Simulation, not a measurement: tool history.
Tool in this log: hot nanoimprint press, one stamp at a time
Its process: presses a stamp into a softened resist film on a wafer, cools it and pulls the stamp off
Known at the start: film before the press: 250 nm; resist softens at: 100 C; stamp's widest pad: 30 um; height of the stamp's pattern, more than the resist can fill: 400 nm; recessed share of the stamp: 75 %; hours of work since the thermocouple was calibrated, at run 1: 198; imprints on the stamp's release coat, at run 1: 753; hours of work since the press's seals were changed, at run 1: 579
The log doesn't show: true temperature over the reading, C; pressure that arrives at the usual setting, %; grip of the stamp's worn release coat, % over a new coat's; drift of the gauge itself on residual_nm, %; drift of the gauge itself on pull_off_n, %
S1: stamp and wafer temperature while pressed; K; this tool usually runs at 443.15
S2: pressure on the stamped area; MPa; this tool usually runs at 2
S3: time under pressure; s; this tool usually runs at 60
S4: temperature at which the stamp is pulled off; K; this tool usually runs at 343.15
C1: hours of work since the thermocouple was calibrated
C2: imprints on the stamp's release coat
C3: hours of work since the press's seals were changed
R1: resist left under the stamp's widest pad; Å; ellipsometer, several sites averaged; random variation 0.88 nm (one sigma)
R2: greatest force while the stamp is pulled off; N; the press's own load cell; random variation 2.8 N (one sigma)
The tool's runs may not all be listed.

run	hour	S1	S2	S3	S4	C1	C2	C3	R1	R2
1	0	443.15	2	60	343.15	198	753	579	1303	144
2	11.3	443.15	1.92	60	343.15	205	780	586	1328	153
3	27.1	443.15	1.92	60	343.15	215	816	596	1340	146
4	42.1	440.15	2	60	343.15	224	851	605	1429	148
5	60.6	443.15	2	41	343.15	235	893	616	1454	151
6	71.1	443.15	2	41	343.15	242	918	622	1460	148
7	86.5	443.15	2	41	343.15	251	953	632	1450	159
8	108.9	443.15	2	41	343.15	265	1005	645	1472	163
9	129.6	443.15	2	43	343.15	277	1053	658	1454	159
10	143.7	443.15	2	43	343.15	286	1086	666	1446	164
11	156.1	435.15	2	60	343.15	293	1114	674	1722	160
12	173.4	443.15	2	60	346.15	304	1154	685	1322	146
13	187.7	443.15	2	60	343.15	313	1187	693	1318	161
14	200.4	443.15	2	60	343.15	320	1217	701	1317	163
15	221.2	443.15	2	60	343.15	333	1265	714	1317	159
# hour 238: stamp cleaned and given a new release coat
# hour 246.7: plate thermocouple calibrated
16	253.2	443.15	2	51	340.15	4	28	728	1342	145
17	263.9	443.15	2	51	340.15	11	53	734	1329	142
18	281.2	443.15	2	51	340.15	21	93	745	1343	147
19	295	451.15	2	92	343.15	29	125	753	848	138
20	317.4	451.15	2	92	343.15	43	176	767	834	135
21	340.2	451.15	1.73	92	343.15	57	229	781	927	140
22	355	437.15	1.73	46	344.15	66	263	790	1789	137
23	374.4	437.15	1.73	46	344.15	78	308	801	1791	134
24	385.6	453.15	2.88	46	344.15	85	334	808	809	136
25	400.4	433.15	2.44	36	329.15	94	369	817	1863	192
26	421.4	443.15	3.05	31	349.15	106	417	830	1280	124
27	445.3	443.15	1.86	84	343.15	121	472	845	1211	143
28	455.6	443.15	1.86	84	343.15	127	496	851	1216	149
29	475	443.15	2.34	50	343.15	139	541	863	1255	141
30	499.9	443.15	1.41	50	343.15	154	598	878	1610	149

How would selected steps in R1 from run to run divide? Give the signed amount a tool lacking its hidden state would still show from settings, what came in and random variation, and the signed amount left for the hidden state, including any gauge scatter that is not in both of the compared results.
Run 15 -> 16: S3 60 -> 51, S4 343.15 -> 340.15, stamp cleaned and given a new release coat, plate thermocouple calibrated. R1 +25 Å: hidden state -42, all else +67.
Run 21 -> 22: S1 451.15 -> 437.15, S3 92 -> 46, S4 343.15 -> 344.15. R1 +862 Å: hidden state +9, all else +853.
Run 23 -> 24: S1 437.15 -> 453.15, S2 1.73 -> 2.88. R1 -982 Å: hidden state +0, all else -982.
Run 24 -> 25: S1 453.15 -> 433.15, S2 2.88 -> 2.44, S3 46 -> 36, S4 344.15 -> 329.15. R1 +1054 Å: hidden state +11, all else +1043.
Run 26 -> 27: S2 3.05 -> 1.86, S3 31 -> 84, S4 349.15 -> 343.15. R1 -69 Å: hidden state -15, all else -54.
